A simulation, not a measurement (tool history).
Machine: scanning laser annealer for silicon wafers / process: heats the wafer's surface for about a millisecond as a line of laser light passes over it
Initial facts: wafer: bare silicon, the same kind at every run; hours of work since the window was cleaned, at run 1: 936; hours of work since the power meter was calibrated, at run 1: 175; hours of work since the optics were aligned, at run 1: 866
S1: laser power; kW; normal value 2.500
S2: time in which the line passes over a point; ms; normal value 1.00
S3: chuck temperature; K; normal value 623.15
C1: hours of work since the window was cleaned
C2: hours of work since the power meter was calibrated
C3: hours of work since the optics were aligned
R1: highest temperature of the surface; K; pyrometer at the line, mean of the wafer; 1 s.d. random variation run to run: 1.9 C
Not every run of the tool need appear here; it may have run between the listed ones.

{"run": 1, "hour": 0.0, "S1": 2.5, "S2": 1.0, "S3": 623.15, "C1": 936, "C2": 175, "C3": 866, "R1": 1397.15}
{"hour": 9.4, "done": "window over the wafer cleaned"}
{"run": 2, "hour": 50.3, "S1": 2.636, "S2": 1.0, "S3": 623.15, "C1": 24, "C2": 204, "C3": 894, "R1": 1474.15}
{"run": 3, "hour": 130.0, "S1": 2.636, "S2": 1.0, "S3": 623.15, "C1": 71, "C2": 250, "C3": 941, "R1": 1474.15}
{"run": 4, "hour": 198.6, "S1": 2.5, "S2": 1.0, "S3": 623.15, "C1": 111, "C2": 291, "C3": 981, "R1": 1432.15}
{"run": 5, "hour": 282.3, "S1": 2.5, "S2": 1.0, "S3": 623.15, "C1": 160, "C2": 340, "C3": 1030, "R1": 1425.15}
{"run": 6, "hour": 331.8, "S1": 2.5, "S2": 1.0, "S3": 623.15, "C1": 189, "C2": 369, "C3": 1059, "R1": 1426.15}
{"run": 7, "hour": 391.6, "S1": 2.5, "S2": 1.0, "S3": 623.15, "C1": 224, "C2": 404, "C3": 1094, "R1": 1426.15}
{"run": 8, "hour": 458.5, "S1": 2.5, "S2": 0.79, "S3": 623.15, "C1": 264, "C2": 443, "C3": 1134, "R1": 1321.15}
{"hour": 469.4, "done": "laser's power meter calibrated"}
{"run": 9, "hour": 541.3, "S1": 2.5, "S2": 1.0, "S3": 623.15, "C1": 311, "C2": 42, "C3": 1180, "R1": 1422.15}
{"run": 10, "hour": 578.0, "S1": 2.5, "S2": 1.0, "S3": 623.15, "C1": 332, "C2": 64, "C3": 1202, "R1": 1423.15}
{"run": 11, "hour": 650.1, "S1": 2.5, "S2": 1.0, "S3": 623.15, "C1": 374, "C2": 106, "C3": 1244, "R1": 1420.15}
{"run": 12, "hour": 714.4, "S1": 2.5, "S2": 1.0, "S3": 623.15, "C1": 412, "C2": 144, "C3": 1282, "R1": 1421.15}
{"run": 13, "hour": 785.7, "S1": 2.5, "S2": 1.0, "S3": 618.15, "C1": 454, "C2": 186, "C3": 1324, "R1": 1411.15}
{"run": 14, "hour": 858.8, "S1": 2.5, "S2": 1.0, "S3": 618.15, "C1": 497, "C2": 229, "C3": 1367, "R1": 1411.15}
{"run": 15, "hour": 913.7, "S1": 2.5, "S2": 1.02, "S3": 623.15, "C1": 529, "C2": 261, "C3": 1399, "R1": 1426.15}
{"hour": 932.0, "done": "laser's power meter calibrated, once more"}
{"run": 16, "hour": 1002.5, "S1": 2.5, "S2": 1.02, "S3": 623.15, "C1": 580, "C2": 41, "C3": 1450, "R1": 1417.15}
{"run": 17, "hour": 1082.9, "S1": 2.214, "S2": 1.01, "S3": 618.15, "C1": 627, "C2": 89, "C3": 1497, "R1": 1323.15}
{"run": 18, "hour": 1161.6, "S1": 2.214, "S2": 1.15, "S3": 618.15, "C1": 673, "C2": 135, "C3": 1543, "R1": 1368.15}
{"run": 19, "hour": 1219.9, "S1": 2.214, "S2": 0.79, "S3": 618.15, "C1": 707, "C2": 169, "C3": 1577, "R1": 1225.15}
{"run": 20, "hour": 1255.7, "S1": 2.276, "S2": 1.0, "S3": 658.15, "C1": 728, "C2": 190, "C3": 1598, "R1": 1371.15}
{"hour": 1316.3, "done": "optics aligned, line set to its width"}
{"run": 21, "hour": 1318.8, "S1": 2.276, "S2": 1.0, "S3": 658.15, "C1": 762, "C2": 224, "C3": 1, "R1": 1375.15}
{"run": 22, "hour": 1406.7, "S1": 2.276, "S2": 1.0, "S3": 658.15, "C1": 814, "C2": 276, "C3": 53, "R1": 1374.15}
{"run": 23, "hour": 1480.6, "S1": 2.242, "S2": 1.15, "S3": 653.15, "C1": 857, "C2": 319, "C3": 96, "R1": 1418.15}
{"run": 24, "hour": 1529.9, "S1": 2.659, "S2": 1.13, "S3": 637.15, "C1": 886, "C2": 348, "C3": 125, "R1": 1528.15}

Run 25 comes next. What will it give?
{"run": 25, "hour": 1595.3, "S1": 2.594, "S2": 1.0, "S3": 623.15, "C1": 925, "C2": 387, "C3": 164, "R1": "?"}

{"run 25": {"R1": 1431.15}}
Had the tool carried no hidden state, the very same run would have given R1 1465.15 K.

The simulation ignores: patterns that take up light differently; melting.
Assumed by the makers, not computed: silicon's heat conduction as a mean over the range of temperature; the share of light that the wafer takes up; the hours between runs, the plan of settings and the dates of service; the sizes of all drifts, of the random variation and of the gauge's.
